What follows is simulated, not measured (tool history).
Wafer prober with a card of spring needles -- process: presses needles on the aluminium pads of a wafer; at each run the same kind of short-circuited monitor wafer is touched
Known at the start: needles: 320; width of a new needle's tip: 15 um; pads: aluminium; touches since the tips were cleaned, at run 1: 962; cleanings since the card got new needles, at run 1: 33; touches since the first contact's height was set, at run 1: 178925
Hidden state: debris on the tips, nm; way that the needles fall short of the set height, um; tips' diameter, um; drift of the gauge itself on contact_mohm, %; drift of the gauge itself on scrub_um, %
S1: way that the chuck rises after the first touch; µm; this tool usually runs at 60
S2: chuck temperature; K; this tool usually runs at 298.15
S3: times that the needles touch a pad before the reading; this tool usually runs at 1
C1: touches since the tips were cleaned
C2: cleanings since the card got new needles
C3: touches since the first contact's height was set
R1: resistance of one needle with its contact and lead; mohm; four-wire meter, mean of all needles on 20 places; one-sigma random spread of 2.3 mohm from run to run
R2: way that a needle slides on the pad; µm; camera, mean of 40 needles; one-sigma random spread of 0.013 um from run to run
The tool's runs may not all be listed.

run,day,S1,S2,S3,C1,C2,C3,R1,R2
1,0.000,60,298.15,1,962,33,178925,262,9.93
2,0.700,60,298.15,1,4551,33,182514,263,9.92
# day 0.767: tips cleaned on abrasive film
# day 0.779: height of the first contact set anew
# day 1.733: tips cleaned on abrasive film
3,2.150,43,298.15,1,2131,35,7001,260,7.10
# day 2.721: tips cleaned on abrasive film
4,2.962,60,302.15,1,1241,36,11137,262,9.91
# day 3.762: tips cleaned on abrasive film
5,3.825,60,302.15,1,303,37,15525,261,9.89
# day 4.721: tips cleaned on abrasive film
6,4.996,60,298.15,2,1408,38,21507,260,9.90
# day 5.708: tips cleaned on abrasive film
7,6.225,43,298.15,1,2629,39,27770,267,7.08
# day 6.679: tips cleaned on abrasive film
8,6.871,60,298.15,1,998,40,31076,257,9.90
# day 7.633: tips cleaned on abrasive film
9,7.638,60,298.15,1,15,41,34975,261,9.89
10,8.346,56,298.15,1,3640,41,38600,261,9.22
# day 8.667: tips cleaned on abrasive film
11,8.979,60,298.15,1,1600,42,41822,260,9.89
# day 9.633: tips cleaned on abrasive film
12,9.854,60,322.15,1,1131,43,46290,269,9.87
# day 10.683: tips cleaned on abrasive film
13,11.071,53,303.15,1,1990,44,52499,262,8.72
# day 11.667: tips cleaned on abrasive film
14,12.179,41,298.15,1,2631,45,58144,261,6.72
# day 12.688: tips cleaned on abrasive film
15,13.588,59,307.15,2,4602,46,65330,268,9.69
# day 13.658: tips cleaned on abrasive film
# day 14.692: tips cleaned on abrasive film
16,14.721,59,307.15,2,143,48,71099,263,9.70
17,15.333,80,298.15,1,3286,48,74242,258,13.10
# day 15.746: tips cleaned on abrasive film
# day 16.721: tips cleaned on abrasive film
18,16.812,80,298.15,1,472,50,81775,258,13.11
19,17.483,61,327.15,1,3905,50,85208,267,9.97
# day 17.700: tips cleaned on abrasive film
# day 18.675: tips cleaned on abrasive film
20,18.962,61,327.15,1,1473,52,92730,269,9.98
# day 19.646: tips cleaned on abrasive film
21,19.875,61,327.15,1,1176,53,97397,265,9.96
# day 20.658: tips cleaned on abrasive film
22,21.008,60,316.15,1,1804,54,103179,266,9.78
# day 21.700: tips cleaned on abrasive film
23,22.479,60,316.15,1,3983,55,110684,266,9.79
# day 22.667: tips cleaned on abrasive film
# day 23.717: tips cleaned on abrasive film
24,23.717,56,298.15,2,0,57,116978,260,9.15

Forecast each of these 4 alternatives for the next run:
# day 24.662: tips cleaned on abrasive film
A,25.171,56,315.15,1,2597,58,124402,?,?
# day 24.662: tips cleaned on abrasive film
B,25.171,53,304.15,2,2597,58,124402,?,?
# day 24.662: tips cleaned on abrasive film
C,25.171,56,309.15,1,2597,58,124402,?,?
# day 24.662: tips cleaned on abrasive film
D,25.171,59,298.15,2,2597,58,124402,?,?

run,R1,R2
A,267,9.13
B,266,8.64
C,265,9.14
D,259,9.61
With no hidden state in the tool, these same runs would have given:
run,R1,R2
A,266,9.27
B,265,8.78
C,264,9.29
D,259,9.76
